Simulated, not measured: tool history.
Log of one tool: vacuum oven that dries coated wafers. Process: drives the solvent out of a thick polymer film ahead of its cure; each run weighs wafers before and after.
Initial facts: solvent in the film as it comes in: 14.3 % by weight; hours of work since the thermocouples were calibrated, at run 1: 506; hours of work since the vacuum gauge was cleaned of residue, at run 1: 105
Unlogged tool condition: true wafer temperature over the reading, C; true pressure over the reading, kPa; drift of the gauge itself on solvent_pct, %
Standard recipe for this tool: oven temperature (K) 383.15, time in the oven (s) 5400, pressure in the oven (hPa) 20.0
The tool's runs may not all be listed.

run,hour,oven temperature (K),time in the oven (s),pressure in the oven (hPa),hours of work since the thermocouples were calibrated,hours of work since the vacuum gauge was cleaned of residue,solvent left in the film (%)
1,0.0,383.15,5400,20.0,506,105,1.83
2,20.8,383.15,5400,20.0,516,115,1.85
3,66.2,383.15,5400,20.0,536,135,1.84
4,86.6,383.15,5400,20.0,546,145,1.86
5,131.5,383.15,5400,20.0,566,165,1.88
6,179.1,383.15,5400,20.0,588,187,1.88
7,222.5,383.15,5400,20.0,608,207,1.86
8,258.3,383.15,5400,20.0,624,223,1.81
9,281.5,383.15,5400,60.1,634,234,2.79
10,315.5,383.15,5400,60.1,650,249,2.78
11,343.3,383.15,5400,60.1,663,262,2.78
12,374.5,389.15,5400,20.0,677,276,1.11
13,395.3,389.15,5400,20.0,686,285,1.09
14,436.5,383.15,5400,31.0,705,304,2.08
15,477.9,383.15,2940,20.0,724,323,3.98
16,509.6,383.15,2940,27.7,739,338,4.11
17,558.1,383.15,2940,27.7,761,360,4.05
18,601.4,383.15,2940,27.7,780,379,4.04
19,628.8,383.15,5400,13.0,793,392,1.60
20,661.7,383.15,5400,20.0,808,407,1.81
21,695.9,383.15,5400,20.0,823,423,1.73
22,723.9,379.15,7260,10.5,836,435,1.36
23,746.6,383.15,9240,20.0,847,446,0.83
24,782.7,383.15,4440,20.0,863,462,2.32
25,803.0,383.15,4440,20.0,872,471,2.39
26,830.8,391.15,5400,47.0,885,484,1.35
27,858.0,391.15,3360,20.0,897,496,1.97
28,906.3,391.15,3360,20.0,919,519,2.00
29,951.7,394.15,5400,20.0,940,539,0.67
30,972.6,394.15,5400,20.0,950,549,0.71
31,1020.0,394.15,5400,20.0,971,570,0.66
32,1058.8,369.15,3120,43.4,989,588,7.14
33,1100.1,369.15,3120,43.4,1008,607,7.07
34,1141.4,368.15,3000,13.9,1027,626,6.75
35,1190.2,386.15,5400,62.2,1049,648,2.29
36,1236.0,386.15,5400,62.2,1070,669,2.29
37,1282.7,383.15,3300,20.0,1091,690,3.34
38,1317.5,383.15,3300,20.0,1107,706,3.36
39,1337.2,395.15,7260,11.1,1116,715,0.30
40,1375.2,395.15,7260,11.1,1133,732,0.31
41,1404.5,371.15,5400,20.0,1147,746,3.88
42,1428.7,383.15,4620,27.3,1158,757,2.24

Below are 3 alternative next runs, each starting from the tool's condition after run 42. Predict each:
A,1466.0,368.15,5400,50.9,1175,774,?
B,1466.0,383.15,5280,27.3,1175,774,?
C,1466.0,386.15,7560,58.5,1175,774,?

run,solvent left in the film (%)
A,5.46
B,1.92
C,1.58
Without the tool's unlogged condition, the same runs would have read:
run,solvent left in the film (%)
A,5.98
B,2.25
C,1.78
